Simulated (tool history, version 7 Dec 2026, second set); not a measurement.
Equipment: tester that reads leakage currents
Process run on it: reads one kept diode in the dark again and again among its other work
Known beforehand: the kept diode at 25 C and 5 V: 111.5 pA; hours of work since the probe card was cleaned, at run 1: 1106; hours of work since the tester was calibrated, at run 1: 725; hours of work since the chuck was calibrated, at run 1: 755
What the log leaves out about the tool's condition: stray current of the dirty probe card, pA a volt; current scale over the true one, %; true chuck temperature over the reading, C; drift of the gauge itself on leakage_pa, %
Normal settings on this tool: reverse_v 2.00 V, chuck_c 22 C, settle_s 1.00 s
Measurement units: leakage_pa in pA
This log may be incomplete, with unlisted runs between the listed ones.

run,hour,reverse_v,chuck_c,settle_s,hours of work since the probe card was cleaned,hours of work since the tester was calibrated,hours of work since the chuck was calibrated,leakage_pa
1,0.0,2.00,22,1.00,1106,725,755,58.43
2,39.8,2.00,22,1.00,1130,750,780,58.26
3,66.4,2.00,22,1.00,1147,766,796,58.04
4,99.2,2.00,22,1.00,1166,786,816,58.69
5,138.2,2.00,22,1.00,1190,809,839,58.92
6,163.7,2.00,22,1.00,1206,825,855,58.86
7,199.4,1.88,22,1.00,1227,846,876,56.69
8,240.6,1.88,22,1.00,1252,871,901,57.30
9,272.6,2.00,37,5.48,1272,891,921,228.56
# hour 279.9: probe card cleaned and baked
10,304.7,2.12,23,7.60,15,908,938,67.07
11,337.8,2.12,55,0.63,35,929,959,1052.70
# hour 352.9: probe card cleaned and baked, once more
12,384.1,2.12,55,0.63,19,955,985,1054.88
13,414.5,2.12,55,0.63,37,973,1003,1051.66
14,438.1,2.00,45,2.74,52,988,1018,454.04

Consider 5 possible next runs. They are alternatives, not a sequence: every one starts from the tool as it was left by run 14. What does each give?
A,476.1,2.00,22,6.49,75,1011,1041,?
B,476.1,2.00,22,3.35,75,1011,1041,?
C,476.1,2.00,45,0.88,75,1011,1041,?
D,476.1,2.00,44,1.00,75,1011,1041,?
E,476.1,1.13,55,1.00,75,1011,1041,?

run,leakage_pa
A,58.08
B,57.95
C,455.03
D,418.72
E,751.91
The same runs, with their run-to-run variation unchanged, on a tool lacking any hidden condition would have given:
run,leakage_pa
A,51.61
B,51.49
C,412.11
D,378.95
E,685.35
